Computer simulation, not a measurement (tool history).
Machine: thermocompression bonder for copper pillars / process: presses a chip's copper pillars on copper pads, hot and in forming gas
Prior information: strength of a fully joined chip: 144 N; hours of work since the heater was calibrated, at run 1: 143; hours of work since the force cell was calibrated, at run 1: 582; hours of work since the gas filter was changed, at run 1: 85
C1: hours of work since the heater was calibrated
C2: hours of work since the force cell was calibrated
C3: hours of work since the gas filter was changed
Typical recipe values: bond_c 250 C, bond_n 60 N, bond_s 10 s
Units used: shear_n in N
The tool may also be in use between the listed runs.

{"run": 1, "hour": 0.0, "bond_c": 250, "bond_n": 60, "bond_s": 10, "C1": 143, "C2": 582, "C3": 85, "shear_n": 84.3}
{"run": 2, "hour": 12.4, "bond_c": 250, "bond_n": 60, "bond_s": 22, "C1": 150, "C2": 590, "C3": 93, "shear_n": 106.4}
{"run": 3, "hour": 21.4, "bond_c": 250, "bond_n": 60, "bond_s": 22, "C1": 156, "C2": 595, "C3": 98, "shear_n": 105.6}
{"run": 4, "hour": 32.4, "bond_c": 250, "bond_n": 60, "bond_s": 22, "C1": 162, "C2": 602, "C3": 105, "shear_n": 104.7}
{"run": 5, "hour": 40.5, "bond_c": 250, "bond_n": 60, "bond_s": 22, "C1": 167, "C2": 607, "C3": 110, "shear_n": 104.1}
{"run": 6, "hour": 47.6, "bond_c": 250, "bond_n": 60, "bond_s": 22, "C1": 171, "C2": 611, "C3": 114, "shear_n": 104.4}
{"run": 7, "hour": 53.6, "bond_c": 250, "bond_n": 60, "bond_s": 11, "C1": 175, "C2": 615, "C3": 118, "shear_n": 86.2}
{"run": 8, "hour": 60.4, "bond_c": 250, "bond_n": 66, "bond_s": 10, "C1": 179, "C2": 619, "C3": 122, "shear_n": 86.8}
{"run": 9, "hour": 68.2, "bond_c": 250, "bond_n": 60, "bond_s": 7, "C1": 184, "C2": 624, "C3": 127, "shear_n": 75.9}
{"run": 10, "hour": 78.8, "bond_c": 267, "bond_n": 74, "bond_s": 14, "C1": 190, "C2": 630, "C3": 133, "shear_n": 113.2}
{"run": 11, "hour": 84.4, "bond_c": 254, "bond_n": 81, "bond_s": 20, "C1": 194, "C2": 634, "C3": 137, "shear_n": 114.1}
{"run": 12, "hour": 95.0, "bond_c": 254, "bond_n": 81, "bond_s": 20, "C1": 200, "C2": 640, "C3": 143, "shear_n": 113.2}
{"run": 13, "hour": 107.9, "bond_c": 254, "bond_n": 81, "bond_s": 20, "C1": 208, "C2": 648, "C3": 151, "shear_n": 112.5}

What will run 14 give?
{"run": 14, "hour": 114.1, "bond_c": 254, "bond_n": 53, "bond_s": 18, "C1": 212, "C2": 652, "C3": 155, "shear_n": "?"}

shear_n: 97.7 N
If the tool had no hidden condition, the same run with the same run-to-run variation would have returned shear_n 97.9 N.
